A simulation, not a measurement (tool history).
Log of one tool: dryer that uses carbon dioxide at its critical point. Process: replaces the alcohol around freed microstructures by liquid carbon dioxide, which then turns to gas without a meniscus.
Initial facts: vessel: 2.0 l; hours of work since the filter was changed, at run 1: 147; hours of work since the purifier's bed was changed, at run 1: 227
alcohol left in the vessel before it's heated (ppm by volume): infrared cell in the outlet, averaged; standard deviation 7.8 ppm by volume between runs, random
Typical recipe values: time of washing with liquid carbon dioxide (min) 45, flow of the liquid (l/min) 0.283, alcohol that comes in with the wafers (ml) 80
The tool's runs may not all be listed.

| run | day | time of washing with liquid carbon dioxide (min) | flow of the liquid (l/min) | alcohol that comes in with the wafers (ml) | hours of work since the filter was changed | hours of work since the purifier's bed was changed | alcohol left in the vessel before it's heated (ppm by volume) |
|---|---|---|---|---|---|---|---|
| 1 | 0 | 45 | 0.283 | 80 | 147 | 227 | 777 |
| 2 | 0.321 | 49 | 0.283 | 80 | 152 | 232 | 569 |
| 3 | 0.612 | 49 | 0.283 | 80 | 157 | 237 | 566 |
| 4 | 1.233 | 49 | 0.283 | 80 | 167 | 246 | 588 |
| 5 | 1.825 | 49 | 0.283 | 80 | 176 | 256 | 610 |
| 6 | 2.3 | 49 | 0.283 | 80 | 184 | 264 | 634 |
| 7 | 2.596 | 49 | 0.283 | 80 | 188 | 268 | 640 |
|  | 3.196 | inlet filter changed |
| 8 | 3.208 | 49 | 0.283 | 80 | 0 | 277 | 323 |
| 9 | 3.608 | 49 | 0.283 | 80 | 7 | 284 | 352 |
| 10 | 3.979 | 49 | 0.283 | 80 | 13 | 290 | 359 |
| 11 | 4.246 | 49 | 0.283 | 80 | 17 | 294 | 352 |
| 12 | 4.621 | 27 | 0.283 | 80 | 23 | 300 | 2757 |
| 13 | 5.179 | 45 | 0.283 | 80 | 32 | 309 | 516 |
| 14 | 5.767 | 45 | 0.283 | 80 | 41 | 318 | 539 |
| 15 | 6.392 | 45 | 0.283 | 80 | 51 | 328 | 583 |
| 16 | 6.725 | 45 | 0.283 | 80 | 56 | 334 | 580 |
| 17 | 7.188 | 45 | 0.299 | 80 | 64 | 341 | 470 |
| 18 | 7.775 | 45 | 0.299 | 80 | 73 | 350 | 494 |
| 19 | 8.354 | 45 | 0.283 | 69 | 83 | 360 | 549 |
| 20 | 8.958 | 45 | 0.283 | 80 | 92 | 369 | 668 |
| 21 | 9.329 | 45 | 0.283 | 80 | 98 | 375 | 676 |
| 22 | 9.65 | 45 | 0.283 | 80 | 103 | 380 | 693 |
| 23 | 10.212 | 45 | 0.283 | 80 | 112 | 389 | 700 |
| 24 | 10.792 | 45 | 0.283 | 80 | 122 | 399 | 746 |
| 25 | 11.212 | 45 | 0.283 | 80 | 128 | 405 | 770 |
| 26 | 11.546 | 49 | 0.209 | 45 | 134 | 411 | 949 |
| 27 | 12.146 | 49 | 0.396 | 44 | 143 | 420 | 146 |
| 28 | 12.417 | 58 | 0.24 | 34 | 147 | 425 | 302 |
| 29 | 12.904 | 35 | 0.283 | 31 | 155 | 432 | 808 |
| 30 | 13.296 | 35 | 0.283 | 31 | 162 | 439 | 798 |
| 31 | 13.608 | 45 | 0.305 | 80 | 167 | 444 | 688 |
| 32 | 13.962 | 66 | 0.21 | 35 | 172 | 449 | 360 |
| 33 | 14.492 | 38 | 0.241 | 47 | 181 | 458 | 1518 |
| 34 | 14.9 | 34 | 0.272 | 80 | 187 | 464 | 2474 |
| 35 | 15.5 | 45 | 0.414 | 80 | 197 | 474 | 250 |
|  | 15.583 | inlet filter changed |
| 36 | 16.058 | 45 | 0.458 | 80 | 8 | 482 | 136 |
| 37 | 16.662 | 55 | 0.468 | 43 | 17 | 492 | 115 |
| 38 | 17.275 | 55 | 0.389 | 33 | 27 | 502 | 122 |
| 39 | 17.692 | 38 | 0.348 | 29 | 34 | 508 | 250 |

Hidden state or all else? Some run-to-run changes of alcohol left in the vessel before it's heated (ppm by volume), split into what the settings, what came in and random variation would give without the hidden state, and what is left for the hidden state (with any gauge scatter that isn't in both results):
Hidden state at play: flow that reaches the vessel past the clogged filter, %; alcohol in the recycled carbon dioxide, ppm; drift of the gauge itself on alcohol_ppm, %.
Run 11 -> 12: time of washing with liquid carbon dioxide (min) 49 -> 27. alcohol left in the vessel before it's heated (ppm by volume) +2405: hidden state +157, all else +2248.
Run 12 -> 13: time of washing with liquid carbon dioxide (min) 27 -> 45. alcohol left in the vessel before it's heated (ppm by volume) -2241: hidden state -119, all else -2122.
Run 32 -> 33: time of washing with liquid carbon dioxide (min) 66 -> 38, flow of the liquid (l/min) 0.21 -> 0.241, alcohol that comes in with the wafers (ml) 35 -> 47. alcohol left in the vessel before it's heated (ppm by volume) +1158: hidden state +432, all else +726.
Run 33 -> 34: time of washing with liquid carbon dioxide (min) 38 -> 34, flow of the liquid (l/min) 0.241 -> 0.272, alcohol that comes in with the wafers (ml) 47 -> 80. alcohol left in the vessel before it's heated (ppm by volume) +956: hidden state +424, all else +532.
Run 34 -> 35: time of washing with liquid carbon dioxide (min) 34 -> 45, flow of the liquid (l/min) 0.272 -> 0.414. alcohol left in the vessel before it's heated (ppm by volume) -2224: hidden state -886, all else -1338.

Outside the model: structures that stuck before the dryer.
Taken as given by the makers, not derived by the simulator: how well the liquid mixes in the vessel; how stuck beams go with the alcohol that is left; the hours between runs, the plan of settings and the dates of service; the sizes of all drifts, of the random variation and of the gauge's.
